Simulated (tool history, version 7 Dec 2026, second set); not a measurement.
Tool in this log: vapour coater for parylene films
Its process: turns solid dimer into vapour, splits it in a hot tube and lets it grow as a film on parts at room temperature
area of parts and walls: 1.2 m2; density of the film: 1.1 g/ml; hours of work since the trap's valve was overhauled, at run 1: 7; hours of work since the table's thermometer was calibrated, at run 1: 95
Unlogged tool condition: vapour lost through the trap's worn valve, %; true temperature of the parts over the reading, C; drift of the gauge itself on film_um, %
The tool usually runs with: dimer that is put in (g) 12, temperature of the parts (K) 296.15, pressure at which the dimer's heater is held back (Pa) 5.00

| run | hour | dimer that is put in (g) | temperature of the parts (K) | pressure at which the dimer's heater is held back (Pa) | hours of work since the trap's valve was overhauled | hours of work since the table's thermometer was calibrated | thickness of the film (nm) |
|---|---|---|---|---|---|---|---|
| 1 | 0.0 | 12 | 296.15 | 5.00 | 7 | 95 | 4120 |
| 2 | 38.3 | 12 | 296.15 | 5.00 | 24 | 112 | 4140 |
| 3 | 85.1 | 9 | 296.15 | 5.00 | 44 | 132 | 3110 |
| 4 | 108.2 | 17 | 296.15 | 5.00 | 54 | 142 | 5870 |
| 5 | 129.8 | 17 | 296.15 | 5.00 | 63 | 151 | 5820 |
| 6 | 172.5 | 17 | 303.15 | 5.00 | 81 | 169 | 4190 |
| 7 | 206.1 | 17 | 303.15 | 5.00 | 96 | 184 | 4170 |
| 8 | 240.7 | 17 | 303.15 | 5.00 | 111 | 199 | 4150 |
| 9 | 284.8 | 5 | 296.15 | 5.00 | 130 | 218 | 1730 |
| 10 | 317.1 | 5 | 296.15 | 5.00 | 144 | 232 | 1670 |
| 11 | 347.8 | 5 | 296.15 | 5.00 | 157 | 245 | 1680 |
| 12 | 384.6 | 5 | 296.15 | 5.00 | 173 | 261 | 1710 |
| 13 | 434.8 | 13 | 296.15 | 5.00 | 194 | 282 | 4370 |
| 14 | 480.3 | 13 | 296.15 | 5.00 | 214 | 302 | 4490 |
| 15 | 503.0 | 11 | 296.15 | 5.00 | 223 | 311 | 3720 |
| 16 | 540.1 | 11 | 296.15 | 5.00 | 239 | 327 | 3740 |
| 17 | 564.4 | 11 | 296.15 | 5.00 | 250 | 338 | 3790 |
| 18 | 615.3 | 11 | 296.15 | 5.00 | 272 | 360 | 3720 |
| 19 | 667.1 | 20 | 296.15 | 5.00 | 294 | 382 | 6800 |
| 20 | 690.2 | 20 | 296.15 | 5.00 | 304 | 392 | 6930 |
| 21 | 731.9 | 20 | 296.15 | 5.00 | 322 | 410 | 6810 |
| 22 | 782.1 | 20 | 296.15 | 5.00 | 343 | 431 | 6830 |
| 23 | 830.6 | 20 | 296.15 | 5.00 | 364 | 452 | 6900 |
| 24 | 868.1 | 12 | 296.15 | 5.00 | 380 | 468 | 4080 |
| 25 | 908.7 | 12 | 289.15 | 2.21 | 398 | 486 | 6510 |
| 26 | 932.9 | 9 | 296.15 | 7.23 | 408 | 496 | 2920 |
| 27 | 967.9 | 13 | 303.15 | 11.68 | 423 | 511 | 2830 |
| 28 | 1014.1 | 13 | 303.15 | 11.68 | 443 | 531 | 2780 |
|  | 1031.2 | trap's valve overhauled |
| 29 | 1067.6 | 13 | 303.15 | 11.68 | 16 | 552 | 2850 |
| 30 | 1088.6 | 13 | 303.15 | 11.68 | 25 | 561 | 2850 |
| 31 | 1112.9 | 5 | 296.15 | 5.39 | 35 | 572 | 1670 |
| 32 | 1135.8 | 8 | 295.15 | 5.00 | 45 | 581 | 2910 |
| 33 | 1166.7 | 18 | 295.15 | 5.00 | 58 | 595 | 6540 |
| 34 | 1191.5 | 21 | 295.15 | 8.65 | 69 | 605 | 6930 |
| 35 | 1232.3 | 21 | 295.15 | 8.65 | 86 | 623 | 6940 |
| 36 | 1268.8 | 6 | 296.15 | 5.00 | 102 | 639 | 2080 |
| 37 | 1309.8 | 6 | 296.15 | 5.00 | 120 | 656 | 2100 |
| 38 | 1337.0 | 6 | 292.15 | 7.06 | 131 | 668 | 2370 |
| 39 | 1363.1 | 6 | 292.15 | 7.06 | 143 | 679 | 2360 |
| 40 | 1397.1 | 6 | 292.15 | 7.06 | 157 | 694 | 2390 |
| 41 | 1442.8 | 17 | 290.15 | 10.94 | 177 | 713 | 6920 |
| 42 | 1483.7 | 9 | 303.15 | 2.24 | 194 | 731 | 2580 |
| 43 | 1521.6 | 9 | 303.15 | 2.24 | 211 | 747 | 2530 |
| 44 | 1559.3 | 5 | 289.15 | 2.11 | 227 | 763 | 2750 |
| 45 | 1586.6 | 12 | 305.15 | 5.00 | 239 | 775 | 2690 |
| 46 | 1624.6 | 12 | 300.15 | 5.00 | 255 | 791 | 3440 |
| 47 | 1672.2 | 12 | 306.15 | 2.26 | 275 | 812 | 2850 |

Take each entry between the runs: how does the hidden state at the last listed run before it differ from the hidden state at the first listed run after it?
After run 28, before run 29: trap's valve overhauled (hour 1031.2)
  vapour lost through the trap's worn valve, %: 0.7 -> 0
